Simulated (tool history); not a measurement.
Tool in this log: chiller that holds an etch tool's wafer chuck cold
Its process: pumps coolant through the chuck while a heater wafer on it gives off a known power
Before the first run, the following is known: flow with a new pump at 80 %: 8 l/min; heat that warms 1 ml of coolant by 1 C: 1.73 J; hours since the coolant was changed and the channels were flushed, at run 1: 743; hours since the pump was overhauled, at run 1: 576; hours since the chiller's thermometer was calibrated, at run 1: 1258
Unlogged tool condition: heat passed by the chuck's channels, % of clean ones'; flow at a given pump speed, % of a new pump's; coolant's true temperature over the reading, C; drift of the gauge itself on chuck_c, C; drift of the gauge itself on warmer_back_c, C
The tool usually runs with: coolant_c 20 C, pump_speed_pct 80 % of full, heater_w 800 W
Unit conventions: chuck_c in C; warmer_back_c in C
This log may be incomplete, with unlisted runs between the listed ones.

| run | hour | coolant_c | pump_speed_pct | heater_w | hours since the coolant was changed and the channels were flushed | hours since the pump was overhauled | hours since the chiller's thermometer was calibrated | chuck_c | warmer_back_c |
|---|---|---|---|---|---|---|---|---|---|
| 1 | 0 | 20 | 80 | 800 | 743 | 576 | 1258 | 25.8 | 3.48 |
| 2 | 54.2 | 20 | 80 | 800 | 797 | 630 | 1312 | 25.7 | 3.45 |
| 3 | 119.2 | 20 | 80 | 800 | 862 | 695 | 1377 | 25.7 | 3.4 |
| 4 | 183.2 | 20 | 80 | 800 | 926 | 759 | 1441 | 25.9 | 3.42 |
| 5 | 294.7 | 20 | 80 | 800 | 1037 | 870 | 1552 | 25.6 | 3.5 |
| 6 | 385.4 | 20 | 80 | 800 | 1128 | 961 | 1643 | 25.7 | 3.48 |
| 7 | 495.1 | 20 | 80 | 800 | 1238 | 1071 | 1753 | 25.6 | 3.44 |
| 8 | 567.9 | 20 | 76 | 800 | 1310 | 1144 | 1826 | 25.8 | 3.6 |
| 9 | 643.7 | 20 | 76 | 800 | 1386 | 1219 | 1901 | 25.9 | 3.61 |
| 10 | 752.7 | 20 | 76 | 800 | 1495 | 1328 | 2010 | 25.9 | 3.6 |
| 11 | 826.1 | 20 | 80 | 596 | 1569 | 1402 | 2084 | 24.2 | 2.48 |
| 12 | 930.4 | 20 | 80 | 800 | 1673 | 1506 | 2188 | 25.7 | 3.38 |
| 13 | 1020.5 | 20 | 80 | 800 | 1763 | 1596 | 2278 | 25.7 | 3.38 |
| 14 | 1102.4 | 20 | 80 | 800 | 1845 | 1678 | 2360 | 25.7 | 3.35 |
| 15 | 1187 | 20 | 80 | 790 | 1930 | 1763 | 2445 | 25.6 | 3.34 |
| 16 | 1303.4 | 20 | 80 | 790 | 2046 | 1879 | 2561 | 25.6 | 3.35 |
| 17 | 1415.9 | 13 | 80 | 800 | 2158 | 1992 | 2674 | 18.7 | 3.38 |
| 18 | 1537.8 | 20 | 90 | 800 | 2280 | 2114 | 2796 | 25.4 | 2.92 |
| 19 | 1643.9 | 26 | 83 | 1143 | 2386 | 2220 | 2902 | 34 | 4.66 |
| 20 | 1748.3 | 11 | 83 | 545 | 2491 | 2324 | 3006 | 14.9 | 2.12 |
| 21 | 1824.9 | 11 | 83 | 545 | 2567 | 2401 | 3083 | 14.7 | 2.19 |
| 22 | 1944.3 | 16 | 64 | 996 | 2687 | 2520 | 3202 | 24.3 | 5.29 |
| 23 | 2033.3 | 24 | 80 | 939 | 2776 | 2609 | 3291 | 30.5 | 3.91 |
| 24 | 2141.5 | 21 | 63 | 800 | 2884 | 2717 | 3399 | 27.8 | 4.3 |
| 25 | 2215.5 | 20 | 96 | 505 | 2958 | 2791 | 3473 | 23.3 | 1.59 |
| 26 | 2298.9 | 20 | 99 | 471 | 3041 | 2875 | 3557 | 22.9 | 1.42 |
| 27 | 2368.1 | 20 | 99 | 471 | 3111 | 2944 | 3626 | 22.9 | 1.46 |
| 28 | 2488.9 | 20 | 99 | 471 | 3231 | 3065 | 3747 | 22.8 | 1.45 |
| 29 | 2580.5 | 20 | 99 | 471 | 3323 | 3156 | 3838 | 22.9 | 1.41 |
|  | 2604.8 | gauge calibrated |
| 30 | 2658.4 | 20 | 83 | 471 | 3401 | 3234 | 3916 | 23.3 | 1.99 |
| 31 | 2735.9 | 20 | 83 | 404 | 3478 | 3312 | 3994 | 22.9 | 1.67 |

Alternative continuations, all from the tool just after run 31; predict every row:
| A | 2863.6 | 14 | 80 | 800 | 3606 | 3439 | 4121 | ? | ? |
| B | 2863.6 | 16 | 83 | 1062 | 3606 | 3439 | 4121 | ? | ? |
| C | 2863.6 | 20 | 93 | 968 | 3606 | 3439 | 4121 | ? | ? |
| D | 2863.6 | 20 | 83 | 479 | 3606 | 3439 | 4121 | ? | ? |
| E | 2863.6 | 26 | 79 | 480 | 3606 | 3439 | 4121 | ? | ? |

| run | chuck_c | warmer_back_c |
|---|---|---|
| A | 19.8 | 3.47 |
| B | 23.4 | 4.39 |
| C | 26.2 | 3.57 |
| D | 23.4 | 1.91 |
| E | 29.4 | 2.08 |
The same runs, with their run-to-run variation unchanged, on a tool lacking any hidden condition would have given:
| run | chuck_c | warmer_back_c |
|---|---|---|
| A | 19.8 | 3.49 |
| B | 23.3 | 4.41 |
| C | 26.2 | 3.58 |
| D | 23.4 | 1.93 |
| E | 29.4 | 2.1 |

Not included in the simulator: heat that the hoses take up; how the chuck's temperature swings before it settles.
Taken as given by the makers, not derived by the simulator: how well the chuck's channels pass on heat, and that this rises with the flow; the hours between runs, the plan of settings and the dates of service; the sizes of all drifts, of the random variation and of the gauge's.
